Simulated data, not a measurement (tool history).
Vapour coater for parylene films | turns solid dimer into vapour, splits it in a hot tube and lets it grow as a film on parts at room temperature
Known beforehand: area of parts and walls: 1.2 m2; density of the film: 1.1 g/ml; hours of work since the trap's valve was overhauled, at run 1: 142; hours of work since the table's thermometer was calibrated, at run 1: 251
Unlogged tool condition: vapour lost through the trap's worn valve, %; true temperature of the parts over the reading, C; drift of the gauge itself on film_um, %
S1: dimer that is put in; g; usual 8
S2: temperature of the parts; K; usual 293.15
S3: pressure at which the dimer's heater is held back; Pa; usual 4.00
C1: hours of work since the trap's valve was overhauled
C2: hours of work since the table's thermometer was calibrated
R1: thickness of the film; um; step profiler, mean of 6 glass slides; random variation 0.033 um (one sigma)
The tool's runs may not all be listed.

run	hour	S1	S2	S3	C1	C2	R1
1	0.0	8	293.15	4.00	142	251	3.37
2	7.4	8	293.15	8.04	145	254	2.86
3	14.6	8	293.15	4.00	148	258	3.33
4	28.9	8	293.15	4.00	154	264	3.31
5	38.4	8	293.15	4.00	158	268	3.31
6	51.3	8	293.15	4.00	164	273	3.31
7	63.8	8	293.15	4.00	169	279	3.35
8	74.5	8	293.15	4.00	174	284	3.36
9	82.5	8	298.15	4.00	177	287	2.96
10	93.0	8	298.15	4.00	182	292	2.96
11	104.8	8	293.15	4.00	187	297	3.34
12	119.3	8	293.15	4.00	193	303	3.36
13	129.7	8	293.15	4.00	198	308	3.40
14	140.0	8	298.15	4.00	202	312	2.96
15	151.2	4	296.15	2.08	207	317	1.82
16	163.7	12	290.15	2.53	213	322	6.04
17	179.1	7	302.15	8.97	219	329	1.91
18	187.3	8	295.15	4.00	223	332	3.16
19	202.3	6	296.15	3.85	229	339	2.29
20	211.7	8	291.15	2.57	233	343	3.89
21	220.1	8	291.15	2.57	237	347	3.90
22	230.1	9	291.15	9.81	241	351	3.19
23	241.7	12	303.15	7.99	247	356	3.24
24	251.4	11	293.15	9.65	251	360	3.68
25	259.9	10	293.15	8.98	254	364	3.35
26	269.4	7	296.15	8.24	259	368	2.26

Below are 3 alternative next runs, each starting from the tool's condition after run 26. Predict each:
A	279.6	8	292.15	9.35	263	373	?
B	279.6	7	291.15	2.30	263	373	?
C	279.6	14	296.15	8.57	263	373	?

run	R1
A	2.75
B	3.57
C	4.55
With no hidden state in the tool, these same runs would have given:
run	R1
A	2.76
B	3.59
C	4.58
